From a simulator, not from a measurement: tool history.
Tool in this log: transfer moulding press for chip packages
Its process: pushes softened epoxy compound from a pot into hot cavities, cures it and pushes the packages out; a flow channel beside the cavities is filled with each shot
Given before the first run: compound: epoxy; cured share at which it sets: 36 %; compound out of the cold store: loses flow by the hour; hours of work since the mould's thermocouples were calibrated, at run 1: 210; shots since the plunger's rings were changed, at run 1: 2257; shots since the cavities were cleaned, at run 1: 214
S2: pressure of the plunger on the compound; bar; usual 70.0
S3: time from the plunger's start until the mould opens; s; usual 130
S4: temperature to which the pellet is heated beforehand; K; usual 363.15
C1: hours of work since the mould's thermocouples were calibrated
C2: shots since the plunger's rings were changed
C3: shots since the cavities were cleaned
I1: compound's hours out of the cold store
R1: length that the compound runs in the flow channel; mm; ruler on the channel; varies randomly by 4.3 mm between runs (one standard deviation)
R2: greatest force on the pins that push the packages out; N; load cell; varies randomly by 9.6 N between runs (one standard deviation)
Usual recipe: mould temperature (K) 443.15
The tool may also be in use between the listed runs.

{"run": 1, "hour": 0.0, "mould temperature (K)": 443.15, "S2": 70.0, "S3": 130, "S4": 363.15, "C1": 210, "C2": 2257, "C3": 214, "I1": 12.4, "R1": 824, "R2": 558}
{"run": 2, "hour": 13.7, "mould temperature (K)": 443.15, "S2": 70.0, "S3": 130, "S4": 363.15, "C1": 216, "C2": 2336, "C3": 293, "I1": 31.1, "R1": 732, "R2": 573}
{"run": 3, "hour": 24.4, "mould temperature (K)": 443.15, "S2": 70.0, "S3": 130, "S4": 363.15, "C1": 220, "C2": 2397, "C3": 354, "I1": 42.7, "R1": 687, "R2": 569}
{"run": 4, "hour": 40.9, "mould temperature (K)": 443.15, "S2": 70.0, "S3": 130, "S4": 363.15, "C1": 227, "C2": 2491, "C3": 448, "I1": 47.9, "R1": 669, "R2": 605}
{"run": 5, "hour": 49.6, "mould temperature (K)": 443.15, "S2": 70.0, "S3": 130, "S4": 363.15, "C1": 231, "C2": 2541, "C3": 498, "I1": 30.4, "R1": 740, "R2": 626}
{"run": 6, "hour": 64.3, "mould temperature (K)": 442.15, "S2": 70.0, "S3": 130, "S4": 363.15, "C1": 237, "C2": 2625, "C3": 582, "I1": 17.0, "R1": 783, "R2": 687}
{"hour": 73.7, "done": "cavities cleaned with cleaning compound and waxed"}
{"run": 7, "hour": 81.7, "mould temperature (K)": 442.15, "S2": 70.0, "S3": 130, "S4": 363.15, "C1": 244, "C2": 2717, "C3": 46, "I1": 8.1, "R1": 835, "R2": 533}
{"run": 8, "hour": 95.1, "mould temperature (K)": 442.15, "S2": 70.0, "S3": 130, "S4": 363.15, "C1": 250, "C2": 2793, "C3": 122, "I1": 8.1, "R1": 836, "R2": 565}
{"run": 9, "hour": 112.1, "mould temperature (K)": 442.15, "S2": 70.0, "S3": 130, "S4": 363.15, "C1": 257, "C2": 2891, "C3": 220, "I1": 30.8, "R1": 734, "R2": 565}
{"run": 10, "hour": 129.4, "mould temperature (K)": 442.15, "S2": 70.0, "S3": 130, "S4": 363.15, "C1": 264, "C2": 2990, "C3": 319, "I1": 47.3, "R1": 657, "R2": 570}
{"run": 11, "hour": 146.0, "mould temperature (K)": 443.15, "S2": 60.3, "S3": 130, "S4": 363.15, "C1": 271, "C2": 3085, "C3": 414, "I1": 42.3, "R1": 630, "R2": 565}
{"run": 12, "hour": 160.4, "mould temperature (K)": 443.15, "S2": 60.3, "S3": 130, "S4": 363.15, "C1": 277, "C2": 3167, "C3": 496, "I1": 23.4, "R1": 702, "R2": 629}
{"run": 13, "hour": 171.2, "mould temperature (K)": 443.15, "S2": 60.3, "S3": 130, "S4": 363.15, "C1": 282, "C2": 3229, "C3": 558, "I1": 12.3, "R1": 753, "R2": 649}
{"hour": 184.9, "done": "cavities cleaned with cleaning compound and waxed"}
{"run": 14, "hour": 189.0, "mould temperature (K)": 443.15, "S2": 60.3, "S3": 130, "S4": 363.15, "C1": 289, "C2": 3322, "C3": 23, "I1": 34.0, "R1": 650, "R2": 466}
{"run": 15, "hour": 207.8, "mould temperature (K)": 447.15, "S2": 61.7, "S3": 164, "S4": 370.15, "C1": 297, "C2": 3430, "C3": 131, "I1": 12.2, "R1": 745, "R2": 420}
{"run": 16, "hour": 222.5, "mould temperature (K)": 442.15, "S2": 77.2, "S3": 127, "S4": 370.15, "C1": 303, "C2": 3515, "C3": 216, "I1": 44.0, "R1": 700, "R2": 565}
{"run": 17, "hour": 240.0, "mould temperature (K)": 442.15, "S2": 77.2, "S3": 127, "S4": 356.15, "C1": 311, "C2": 3615, "C3": 316, "I1": 31.2, "R1": 747, "R2": 607}
{"run": 18, "hour": 249.0, "mould temperature (K)": 440.15, "S2": 70.0, "S3": 130, "S4": 363.15, "C1": 315, "C2": 3666, "C3": 367, "I1": 11.5, "R1": 811, "R2": 722}
{"run": 19, "hour": 258.8, "mould temperature (K)": 443.15, "S2": 86.1, "S3": 132, "S4": 363.15, "C1": 319, "C2": 3722, "C3": 423, "I1": 28.6, "R1": 799, "R2": 550}
{"hour": 262.1, "done": "mould's thermocouples calibrated"}
{"run": 20, "hour": 278.5, "mould temperature (K)": 437.15, "S2": 70.0, "S3": 124, "S4": 363.15, "C1": 7, "C2": 3824, "C3": 525, "I1": 47.3, "R1": 675, "R2": 914}
{"run": 21, "hour": 292.0, "mould temperature (K)": 437.15, "S2": 70.0, "S3": 124, "S4": 363.15, "C1": 13, "C2": 3901, "C3": 602, "I1": 47.5, "R1": 662, "R2": 895}
{"hour": 298.6, "done": "cavities cleaned with cleaning compound and waxed"}
{"run": 22, "hour": 304.0, "mould temperature (K)": 437.15, "S2": 70.0, "S3": 124, "S4": 363.15, "C1": 17, "C2": 3961, "C3": 30, "I1": 33.6, "R1": 721, "R2": 751}
{"run": 23, "hour": 316.3, "mould temperature (K)": 444.15, "S2": 65.9, "S3": 124, "S4": 365.15, "C1": 22, "C2": 4032, "C3": 101, "I1": 43.0, "R1": 640, "R2": 512}
{"hour": 326.5, "done": "mould's thermocouples calibrated, once more"}
{"run": 24, "hour": 326.5, "mould temperature (K)": 449.15, "S2": 70.0, "S3": 133, "S4": 361.15, "C1": 0, "C2": 4079, "C3": 148, "I1": 47.8, "R1": 620, "R2": 433}
{"run": 25, "hour": 340.3, "mould temperature (K)": 446.15, "S2": 76.4, "S3": 118, "S4": 372.15, "C1": 6, "C2": 4158, "C3": 227, "I1": 33.7, "R1": 718, "R2": 523}
{"run": 26, "hour": 354.6, "mould temperature (K)": 443.15, "S2": 70.0, "S3": 118, "S4": 366.15, "C1": 12, "C2": 4240, "C3": 309, "I1": 36.2, "R1": 684, "R2": 635}
{"run": 27, "hour": 363.1, "mould temperature (K)": 441.15, "S2": 70.0, "S3": 130, "S4": 368.15, "C1": 16, "C2": 4289, "C3": 358, "I1": 14.2, "R1": 789, "R2": 659}
{"run": 28, "hour": 381.0, "mould temperature (K)": 441.15, "S2": 70.0, "S3": 130, "S4": 368.15, "C1": 23, "C2": 4391, "C3": 460, "I1": 26.7, "R1": 728, "R2": 643}

For each entry between runs, how does the tool's hidden state at the last listed run before it compare with that at the first listed run after it?
In the gap between runs 6 and 7: cavities cleaned with cleaning compound and waxed (hour 73.7)
  true mould temperature over the reading, C: -0.39 -> -0.4; pressure that reaches the compound, % of what is set: 89.28 -> 88.97; grip of the stained cavities, % over clean ones': 36.4 -> 4.5
  the result without the hidden state subtracted from the measured one, R1: -45 -> -48 mm; R2: +193 -> +35 N
In the gap between runs 13 and 14: cavities cleaned with cleaning compound and waxed (hour 184.9)
  true mould temperature over the reading, C: -0.43 -> -0.44; pressure that reaches the compound, % of what is set: 87.14 -> 86.78; grip of the stained cavities, % over clean ones': 35.2 -> 3.2
  the result without the hidden state subtracted from the measured one, R1: -52 -> -46 mm; R2: +180 -> +22 N
In the gap between runs 19 and 20: mould's thermocouples calibrated (hour 262.1)
  true mould temperature over the reading, C: -0.47 -> -0.54; pressure that reaches the compound, % of what is set: 85.35 -> 84.97; grip of the stained cavities, % over clean ones': 30.5 -> 34.6
  the result without the hidden state subtracted from the measured one, R1: -64 -> -55 mm; R2: +137 -> +261 N
In the gap between runs 21 and 22: cavities cleaned with cleaning compound and waxed (hour 298.6)
  pressure that reaches the compound, % of what is set: 84.67 -> 84.46; grip of the stained cavities, % over clean ones': 37.1 -> 5.7
  the result without the hidden state subtracted from the measured one, R1: -55 -> -61 mm; R2: +266 -> +67 N
In the gap between runs 23 and 24: mould's thermocouples calibrated, once more (hour 326.5)
  true mould temperature over the reading, C: -0.56 -> -0.11; pressure that reaches the compound, % of what is set: 84.22 -> 84.04; grip of the stained cavities, % over clean ones': 11.8 -> 15.4
  the result without the hidden state subtracted from the measured one, R1: -55 -> -56 mm; R2: +65 -> +58 N
